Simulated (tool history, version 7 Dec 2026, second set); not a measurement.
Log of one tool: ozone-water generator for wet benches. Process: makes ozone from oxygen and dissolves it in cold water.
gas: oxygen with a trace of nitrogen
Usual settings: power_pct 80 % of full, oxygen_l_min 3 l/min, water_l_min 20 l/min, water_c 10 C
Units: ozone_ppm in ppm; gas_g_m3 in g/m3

run 1 hour=0 | power_pct=80 oxygen_l_min=3 water_l_min=20 water_c=10 | ozone_ppm=12.5 gas_g_m3=160.3
run 2 hour=29.9 | power_pct=80 oxygen_l_min=3 water_l_min=20 water_c=10 | ozone_ppm=12.6 gas_g_m3=160.7
run 3 hour=55.9 | power_pct=80 oxygen_l_min=3 water_l_min=20 water_c=10 | ozone_ppm=12.5 gas_g_m3=160.5
run 4 hour=89.5 | power_pct=80 oxygen_l_min=3 water_l_min=20 water_c=10 | ozone_ppm=12.5 gas_g_m3=160.1
run 5 hour=105.5 | power_pct=86 oxygen_l_min=3 water_l_min=20 water_c=10 | ozone_ppm=13 gas_g_m3=168.7
run 6 hour=137.5 | power_pct=86 oxygen_l_min=3 water_l_min=20 water_c=10 | ozone_ppm=13.3 gas_g_m3=167.6
run 7 hour=164.7 | power_pct=86 oxygen_l_min=3 water_l_min=20 water_c=10 | ozone_ppm=13.4 gas_g_m3=167.5
run 8 hour=183.4 | power_pct=80 oxygen_l_min=3 water_l_min=20 water_c=10 | ozone_ppm=12.6 gas_g_m3=158.1
run 9 hour=211.6 | power_pct=80 oxygen_l_min=3 water_l_min=20 water_c=10 | ozone_ppm=12.6 gas_g_m3=157.9
run 10 hour=240.3 | power_pct=80 oxygen_l_min=3 water_l_min=20 water_c=10 | ozone_ppm=12.4 gas_g_m3=158
run 11 hour=262.1 | power_pct=80 oxygen_l_min=3 water_l_min=20 water_c=10 | ozone_ppm=12.4 gas_g_m3=157
run 12 hour=280.5 | power_pct=80 oxygen_l_min=3 water_l_min=20 water_c=10 | ozone_ppm=12.5 gas_g_m3=156.5
-- hour=299 gauge calibrated
run 13 hour=299.8 | power_pct=80 oxygen_l_min=3 water_l_min=20 water_c=10 | ozone_ppm=12.7 gas_g_m3=160.8
run 14 hour=326.2 | power_pct=80 oxygen_l_min=3 water_l_min=20 water_c=10 | ozone_ppm=12.5 gas_g_m3=161.4
run 15 hour=361.8 | power_pct=80 oxygen_l_min=3 water_l_min=20 water_c=10 | ozone_ppm=12.4 gas_g_m3=159.8
run 16 hour=382.9 | power_pct=80 oxygen_l_min=3 water_l_min=20 water_c=10 | ozone_ppm=12.2 gas_g_m3=159.5
run 17 hour=412.5 | power_pct=80 oxygen_l_min=3 water_l_min=20 water_c=10 | ozone_ppm=12.5 gas_g_m3=160.8
run 18 hour=438.7 | power_pct=80 oxygen_l_min=3 water_l_min=20 water_c=10 | ozone_ppm=12.4 gas_g_m3=160
run 19 hour=470.3 | power_pct=50 oxygen_l_min=1.51 water_l_min=20 water_c=6 | ozone_ppm=7.2 gas_g_m3=154.2
run 20 hour=488.3 | power_pct=50 oxygen_l_min=1.51 water_l_min=20 water_c=6 | ozone_ppm=7.4 gas_g_m3=155.9
run 21 hour=508.9 | power_pct=50 oxygen_l_min=1.51 water_l_min=20 water_c=6 | ozone_ppm=7.3 gas_g_m3=156.2
run 22 hour=537 | power_pct=84 oxygen_l_min=3 water_l_min=20 water_c=5 | ozone_ppm=13.5 gas_g_m3=162.9
run 23 hour=556.8 | power_pct=47 oxygen_l_min=2.41 water_l_min=13 water_c=14 | ozone_ppm=11.3 gas_g_m3=116.5
run 24 hour=573.1 | power_pct=47 oxygen_l_min=2.41 water_l_min=13 water_c=14 | ozone_ppm=11.4 gas_g_m3=115.9
run 25 hour=593.4 | power_pct=47 oxygen_l_min=2.41 water_l_min=13 water_c=14 | ozone_ppm=11.3 gas_g_m3=117.1
run 26 hour=620.7 | power_pct=47 oxygen_l_min=2.41 water_l_min=13 water_c=14 | ozone_ppm=11.1 gas_g_m3=116.7
run 27 hour=644.6 | power_pct=47 oxygen_l_min=2.41 water_l_min=13 water_c=14 | ozone_ppm=11.3 gas_g_m3=115
run 28 hour=672.6 | power_pct=80 oxygen_l_min=3 water_l_min=20 water_c=11 | ozone_ppm=12.3 gas_g_m3=155.2
run 29 hour=689.9 | power_pct=72 oxygen_l_min=2.53 water_l_min=20 water_c=5 | ozone_ppm=11.4 gas_g_m3=155
run 30 hour=708.9 | power_pct=80 oxygen_l_min=5.05 water_l_min=20 water_c=17 | ozone_ppm=12.8 gas_g_m3=119.3
run 31 hour=727.3 | power_pct=47 oxygen_l_min=2.31 water_l_min=21 water_c=5 | ozone_ppm=7.5 gas_g_m3=117.4
run 32 hour=755.1 | power_pct=47 oxygen_l_min=2.31 water_l_min=21 water_c=5 | ozone_ppm=7.4 gas_g_m3=116.2

Hidden state or all else? Some run-to-run changes of gas_g_m3, split into what the settings, what came in and random variation would give without the hidden state, and what is left for the hidden state (with any gauge scatter that isn't in both results):
The hidden state here: yield of the discharge, % of new electrodes'; contactor's efficiency, % of a clean one's; true water temperature over the reading, C; drift of the gauge itself on ozone_ppm, %; drift of the gauge itself on gas_g_m3, %.
Run 12 -> 13: gauge calibrated. gas_g_m3 +4.3 g/m3: hidden state +4.6, all else -0.3.
Run 22 -> 23: power_pct 84 -> 47, oxygen_l_min 3 -> 2.41, water_l_min 20 -> 13, water_c 5 -> 14. gas_g_m3 -46.4 g/m3: hidden state +0.9, all else -47.3.
Run 27 -> 28: power_pct 47 -> 80, oxygen_l_min 2.41 -> 3, water_l_min 13 -> 20, water_c 14 -> 11. gas_g_m3 +40.2 g/m3: hidden state -2.1, all else +42.3.
Run 29 -> 30: power_pct 72 -> 80, oxygen_l_min 2.53 -> 5.05, water_c 5 -> 17. gas_g_m3 -35.7 g/m3: hidden state +1.2, all else -36.9.

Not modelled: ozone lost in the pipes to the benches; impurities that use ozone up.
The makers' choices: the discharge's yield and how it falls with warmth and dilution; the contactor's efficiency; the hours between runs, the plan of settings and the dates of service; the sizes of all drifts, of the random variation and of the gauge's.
